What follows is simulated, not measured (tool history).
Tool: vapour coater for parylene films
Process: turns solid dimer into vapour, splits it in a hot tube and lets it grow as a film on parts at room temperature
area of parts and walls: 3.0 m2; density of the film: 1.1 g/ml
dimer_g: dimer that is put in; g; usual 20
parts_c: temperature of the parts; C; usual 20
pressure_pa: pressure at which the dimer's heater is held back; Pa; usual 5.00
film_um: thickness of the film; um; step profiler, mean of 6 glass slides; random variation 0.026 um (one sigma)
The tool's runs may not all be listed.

Run 1, hour 0.0: usual settings. Result: film_um 3.67 um.
Run 2, hour 12.5: usual settings. Result: film_um 3.63 um.
Run 3, hour 22.9: usual settings. Result: film_um 3.64 um.
Run 4, hour 41.4: usual settings. Result: film_um 3.66 um.
Run 5, hour 53.6: usual settings. Result: film_um 3.62 um.
Run 6, hour 61.6: usual settings. Result: film_um 3.67 um.
Run 7, hour 70.5: usual settings. Result: film_um 3.67 um.
Run 8, hour 83.0: usual settings. Result: film_um 3.64 um.
Run 9, hour 92.1: usual settings. Result: film_um 3.63 um.
Run 10, hour 109.7: usual settings. Result: film_um 3.67 um.
Run 11, hour 121.9: usual settings. Result: film_um 3.64 um.
Run 12, hour 133.9: usual settings but parts_c 14 C. Result: film_um 4.06 um.
Run 13, hour 141.6: usual settings. Result: film_um 3.69 um.
Run 14, hour 160.0: usual settings. Result: film_um 3.68 um.
Run 15, hour 175.2: usual settings. Result: film_um 3.67 um.
Run 16, hour 194.1: usual settings. Result: film_um 3.62 um.
Run 17, hour 204.4: usual settings but dimer_g 8 g. Result: film_um 1.42 um.
Run 18, hour 219.1: usual settings but dimer_g 8 g, pressure_pa 2.31 Pa. Result: film_um 1.63 um.
Run 19, hour 232.9: usual settings but dimer_g 8 g, pressure_pa 2.31 Pa. Result: film_um 1.65 um.
Run 20, hour 244.6: usual settings but dimer_g 15 g. Result: film_um 2.75 um.
Run 21, hour 254.6: usual settings but dimer_g 15 g. Result: film_um 2.76 um.
Run 22, hour 271.5: usual settings. Result: film_um 3.71 um.
Run 23, hour 279.6: usual settings. Result: film_um 3.62 um.
Run 24, hour 297.3: usual settings but pressure_pa 5.74 Pa. Result: film_um 3.56 um.
Run 25, hour 305.6: usual settings but dimer_g 25 g, parts_c 16 C, pressure_pa 5.79 Pa. Result: film_um 4.74 um.
Run 26, hour 315.8: usual settings but dimer_g 10 g, parts_c 25 C, pressure_pa 6.58 Pa. Result: film_um 1.62 um.
Run 27, hour 323.9: usual settings but dimer_g 17 g, parts_c 22 C, pressure_pa 10.35 Pa. Result: film_um 2.71 um.
Run 28, hour 333.5: usual settings but dimer_g 17 g, parts_c 22 C, pressure_pa 10.35 Pa. Result: film_um 2.70 um.
Run 29, hour 344.3: usual settings but dimer_g 17 g, parts_c 22 C, pressure_pa 10.35 Pa. Result: film_um 2.73 um.
Run 30, hour 363.3: usual settings but dimer_g 21 g, parts_c 13 C, pressure_pa 3.74 Pa. Result: film_um 4.47 um.
Run 31, hour 371.7: usual settings but dimer_g 15 g, parts_c 13 C, pressure_pa 3.74 Pa. Result: film_um 3.21 um.
Run 32, hour 380.3: usual settings but dimer_g 24 g, parts_c 13 C, pressure_pa 7.38 Pa. Result: film_um 4.68 um.

Run 33 comes next. What will it give?
Run 33, hour 395.7: usual settings but dimer_g 35 g, pressure_pa 6.40 Pa. Result: film_um ?.

Run 33 gave film_um 6.10 um.
Without the tool's hidden state the same run would have given film_um 6.10 um.
